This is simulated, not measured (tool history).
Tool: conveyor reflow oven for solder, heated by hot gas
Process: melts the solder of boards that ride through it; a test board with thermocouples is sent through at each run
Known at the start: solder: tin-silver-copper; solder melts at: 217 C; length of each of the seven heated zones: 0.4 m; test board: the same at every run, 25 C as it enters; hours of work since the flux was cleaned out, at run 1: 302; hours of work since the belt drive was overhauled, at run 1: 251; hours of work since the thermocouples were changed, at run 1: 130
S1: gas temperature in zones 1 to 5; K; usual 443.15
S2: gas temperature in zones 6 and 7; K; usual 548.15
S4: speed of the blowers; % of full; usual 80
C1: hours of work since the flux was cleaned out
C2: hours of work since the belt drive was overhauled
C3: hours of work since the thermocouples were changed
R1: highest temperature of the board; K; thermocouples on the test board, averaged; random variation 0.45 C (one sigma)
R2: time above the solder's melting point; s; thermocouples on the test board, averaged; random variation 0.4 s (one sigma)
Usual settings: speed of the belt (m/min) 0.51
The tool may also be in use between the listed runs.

Run 1, day 0: usual settings; C1 302; C2 251; C3 130. Result: R1 529.15 K, R2 71.6 s.
Run 2, day 0.533: usual settings but S1 442.15 K; C1 308; C2 257; C3 136. Result: R1 529.25 K, R2 71.2 s.
Run 3, day 0.942: usual settings but S2 554.15 K; C1 313; C2 262; C3 141. Result: R1 534.35 K, R2 76.1 s.
Run 4, day 1.183: usual settings but S2 554.15 K; C1 316; C2 265; C3 144. Result: R1 534.95 K, R2 75.5 s.
Run 5, day 1.612: usual settings but speed of the belt (m/min) 0.567; C1 321; C2 270; C3 149. Result: R1 525.25 K, R2 59.9 s.
Run 6, day 1.933: usual settings but speed of the belt (m/min) 0.567; C1 324; C2 273; C3 152. Result: R1 524.95 K, R2 60.1 s.
Run 7, day 2.333: usual settings; C1 329; C2 278; C3 157. Result: R1 529.75 K, R2 71.1 s.
Run 8, day 2.742: usual settings; C1 334; C2 283; C3 162. Result: R1 529.35 K, R2 71.3 s.
Run 9, day 3.075: usual settings but speed of the belt (m/min) 0.583; C1 337; C2 287; C3 165. Result: R1 523.55 K, R2 57.2 s.
At day 3.292: belt drive overhauled, speed set with a stopwatch.
Run 10, day 3.638: usual settings but speed of the belt (m/min) 0.583; C1 342; C2 4; C3 170. Result: R1 524.25 K, R2 57.6 s.
Run 11, day 4.133: usual settings but S1 437.15 K; C1 348; C2 10; C3 176. Result: R1 527.65 K, R2 68.4 s.
At day 4.462: belt drive overhauled, speed set with a stopwatch, once more.
Run 12, day 4.538: usual settings but S1 437.15 K; C1 350; C2 1; C3 178. Result: R1 527.45 K, R2 67.6 s.
Run 13, day 4.812: usual settings but S1 437.15 K; C1 353; C2 4; C3 181. Result: R1 527.25 K, R2 67.6 s.
Run 14, day 5.346: usual settings but S1 428.15 K, S2 555.15 K; C1 360; C2 10; C3 188. Result: R1 532.05 K, R2 68 s.
Run 15, day 5.575: usual settings but S1 428.15 K, S2 555.15 K; C1 362; C2 13; C3 190. Result: R1 532.35 K, R2 67.7 s.
Run 16, day 5.908: usual settings but S1 440.15 K, speed of the belt (m/min) 0.6; C1 366; C2 17; C3 194. Result: R1 520.95 K, R2 52 s.
Run 17, day 6.458: usual settings but S1 440.15 K, speed of the belt (m/min) 0.6; C1 372; C2 23; C3 200. Result: R1 521.85 K, R2 51.3 s.
Run 18, day 6.808: usual settings but S1 456.15 K, speed of the belt (m/min) 0.432; C1 376; C2 27; C3 204. Result: R1 535.55 K, R2 98.9 s.
Run 19, day 7.029: usual settings but S1 447.15 K, S2 546.15 K; C1 379; C2 29; C3 207. Result: R1 527.55 K, R2 71.5 s.
Run 20, day 7.308: usual settings but S2 544.15 K; C1 382; C2 33; C3 210. Result: R1 524.95 K, R2 67.6 s.
Run 21, day 7.7: usual settings but S2 544.15 K, S4 82 % of full; C1 386; C2 37; C3 214. Result: R1 525.15 K, R2 68.8 s.

The next listed run, before its measurement:
Run 22, day 8.146: usual settings but S2 544.15 K, S4 82 % of full; C1 392; C2 42; C3 220. Result: R1 ?, R2 ?.

R1: 525.75 K
R2: 68.4 s
Without the tool's hidden state the same run would have given R1 529.15 K, R2 72.2 s.
